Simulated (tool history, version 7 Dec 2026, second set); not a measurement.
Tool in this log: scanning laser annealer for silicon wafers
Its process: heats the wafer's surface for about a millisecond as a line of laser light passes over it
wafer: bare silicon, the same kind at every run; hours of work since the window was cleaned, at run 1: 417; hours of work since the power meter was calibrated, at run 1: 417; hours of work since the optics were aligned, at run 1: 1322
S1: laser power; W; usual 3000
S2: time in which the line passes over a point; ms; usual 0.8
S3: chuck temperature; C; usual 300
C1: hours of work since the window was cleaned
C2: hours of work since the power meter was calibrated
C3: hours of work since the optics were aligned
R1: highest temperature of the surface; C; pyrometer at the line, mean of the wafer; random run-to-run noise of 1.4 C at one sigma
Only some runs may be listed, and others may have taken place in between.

Run 1, day 0: usual settings; C1 417; C2 417; C3 1322. Result: R1 1027 C.
Run 2, day 0.742: usual settings; C1 428; C2 428; C3 1333. Result: R1 1026 C.
Run 3, day 1.417: usual settings; C1 438; C2 438; C3 1343. Result: R1 1027 C.
Run 4, day 2.021: usual settings but S1 3167 W; C1 447; C2 447; C3 1352. Result: R1 1074 C.
Run 5, day 2.717: usual settings but S1 3167 W; C1 457; C2 457; C3 1363. Result: R1 1073 C.
Run 6, day 3.571: usual settings; C1 470; C2 470; C3 1375. Result: R1 1024 C.
Run 7, day 4.346: usual settings; C1 481; C2 481; C3 1387. Result: R1 1024 C.
Run 8, day 5.038: usual settings; C1 491; C2 491; C3 1397. Result: R1 1025 C.
Run 9, day 5.517: usual settings; C1 499; C2 499; C3 1404. Result: R1 1024 C.
Run 10, day 6.354: usual settings; C1 511; C2 511; C3 1416. Result: R1 1025 C.
Run 11, day 7.046: usual settings; C1 521; C2 521; C3 1427. Result: R1 1020 C.
Run 12, day 7.854: usual settings; C1 533; C2 533; C3 1438. Result: R1 1023 C.
Run 13, day 8.233: usual settings; C1 539; C2 539; C3 1444. Result: R1 1025 C.
Run 14, day 8.975: usual settings; C1 550; C2 550; C3 1455. Result: R1 1024 C.
Run 15, day 9.821: usual settings but S3 302 C; C1 562; C2 562; C3 1468. Result: R1 1024 C.
Run 16, day 10.612: usual settings but S3 302 C; C1 574; C2 574; C3 1479. Result: R1 1024 C.
Run 17, day 11.458: usual settings but S3 302 C; C1 586; C2 586; C3 1492. Result: R1 1025 C.
Run 18, day 11.833: usual settings; C1 592; C2 592; C3 1497. Result: R1 1020 C.
Run 19, day 12.646: usual settings but S1 3137 W; C1 604; C2 604; C3 1509. Result: R1 1061 C.
At day 13.288: optics aligned, line set to its width.
Run 20, day 13.517: usual settings but S1 3137 W; C1 614; C2 614; C3 3. Result: R1 1078 C.
Run 21, day 13.871: usual settings but S1 2552 W, S2 0.748 ms, S3 282 C; C1 619; C2 619; C3 9. Result: R1 870 C.
Run 22, day 14.408: usual settings but S2 0.685 ms; C1 627; C2 627; C3 17. Result: R1 980 C.
Run 23, day 15.288: usual settings but S2 0.714 ms, S3 269 C; C1 640; C2 640; C3 30. Result: R1 964 C.
Run 24, day 16.121: usual settings but S1 3017 W, S3 265 C; C1 652; C2 652; C3 42. Result: R1 1003 C.
Run 25, day 16.95: usual settings but S1 3120 W, S2 0.937 ms, S3 273 C; C1 664; C2 664; C3 54. Result: R1 1103 C.
Run 26, day 17.75: usual settings but S1 3120 W, S2 0.937 ms, S3 273 C; C1 676; C2 676; C3 66. Result: R1 1103 C.
Run 27, day 18.296: usual settings but S2 0.915 ms, S3 304 C; C1 684; C2 684; C3 74. Result: R1 1085 C.
Run 28, day 19.154: usual settings but S1 2925 W, S2 0.676 ms, S3 325 C; C1 697; C2 697; C3 87. Result: R1 978 C.
Run 29, day 19.638: usual settings but S1 3065 W, S3 314 C; C1 704; C2 704; C3 94. Result: R1 1065 C.
Run 30, day 20.325: usual settings but S1 3077 W, S3 297 C; C1 714; C2 714; C3 104. Result: R1 1052 C.
Run 31, day 21.138: usual settings but S1 2592 W, S2 0.682 ms, S3 318 C; C1 726; C2 726; C3 116. Result: R1 888 C.
Run 32, day 21.829: usual settings but S1 2662 W, S2 0.896 ms; C1 736; C2 736; C3 126. Result: R1 969 C.
Run 33, day 22.371: usual settings but S1 2662 W, S2 0.896 ms; C1 744; C2 744; C3 134. Result: R1 969 C.
Run 34, day 23.112: usual settings but S1 2783 W, S2 0.596 ms; C1 755; C2 755; C3 145. Result: R1 881 C.
Run 35, day 23.792: usual settings but S1 2602 W, S2 0.596 ms, S3 282 C; C1 765; C2 765; C3 155. Result: R1 818 C.
Run 36, day 24.538: usual settings but S1 2602 W, S2 0.596 ms, S3 282 C; C1 776; C2 776; C3 166. Result: R1 816 C.
At day 24.767: window over the wafer cleaned.
Run 37, day 25.012: usual settings but S1 3225 W, S2 0.805 ms, S3 268 C; C1 4; C2 782; C3 172. Result: R1 1085 C.
Run 38, day 25.821: usual settings but S1 3225 W, S2 0.805 ms, S3 268 C; C1 16; C2 794; C3 184. Result: R1 1084 C.
Run 39, day 26.412: usual settings but S1 3225 W, S2 0.805 ms, S3 268 C; C1 24; C2 803; C3 193. Result: R1 1086 C.
Run 40, day 26.817: usual settings but S1 3225 W, S2 0.805 ms, S3 268 C; C1 30; C2 809; C3 199. Result: R1 1083 C.

Predict each of these 3 candidate next runs independently; none follows another, all start after run 40:
Run A, day 27.642: usual settings but S1 2573 W, S2 0.737 ms, S3 268 C; C1 42; C2 821; C3 211. Result: R1 ?.
Run B, day 27.642: usual settings but S1 3104 W, S2 0.981 ms, S3 268 C; C1 42; C2 821; C3 211. Result: R1 ?.
Run C, day 27.642: usual settings but S1 3135 W, S2 0.72 ms, S3 269 C; C1 42; C2 821; C3 211. Result: R1 ?.

run    R1
  A   866
  B  1126
  C  1017
With the hidden condition removed and each run's random variation left untouched, the same runs would have given:
run    R1
  A   871
  B  1134
  C  1024
